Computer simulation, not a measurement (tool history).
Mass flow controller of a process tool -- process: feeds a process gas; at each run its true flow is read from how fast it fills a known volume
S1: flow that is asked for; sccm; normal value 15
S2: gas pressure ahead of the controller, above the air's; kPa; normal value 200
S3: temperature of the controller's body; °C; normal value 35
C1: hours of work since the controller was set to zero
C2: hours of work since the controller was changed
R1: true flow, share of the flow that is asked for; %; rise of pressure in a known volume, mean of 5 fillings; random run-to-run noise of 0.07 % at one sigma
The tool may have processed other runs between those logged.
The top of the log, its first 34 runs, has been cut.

run	hour	S1	S2	S3	C1	C2	R1
35	13281.8	15	166	22	3111	3770	94.10
36	13650.3	15	213	22	3374	4033	93.94
37	14129.5	9	238	35	3717	4376	91.83
38	14568.4	15	200	37	4030	4690	93.83
39	15038.0	45	200	35	4366	5025	97.06
40	15550.1	15	200	24	4732	5391	92.46
41	15918.0	15	259	26	4995	5654	92.27
42	16447.6	15	259	26	5373	6033	91.91
43	17009.1	6	144	20	5775	6434	83.87
44	17238.3	14	144	35	5939	6598	91.04
# hour 17395.0: controller exchanged for a calibrated one
45	17678.7	10	144	37	203	203	97.75
46	17906.7	10	144	37	366	366	97.66
47	18207.8	15	144	31	581	581	97.70
48	18438.1	15	200	34	746	746	97.62

Alternative continuations, all from the tool just after run 48; predict every row:
A	18744.1	15	150	35	964	964	?
B	18744.1	9	160	35	964	964	?
C	18744.1	33	247	37	964	964	?

run	R1
A	97.26
B	96.45
C	99.13
What these runs would have given with no unlogged condition in the tool:
run	R1
A	98.24
B	97.93
C	99.69

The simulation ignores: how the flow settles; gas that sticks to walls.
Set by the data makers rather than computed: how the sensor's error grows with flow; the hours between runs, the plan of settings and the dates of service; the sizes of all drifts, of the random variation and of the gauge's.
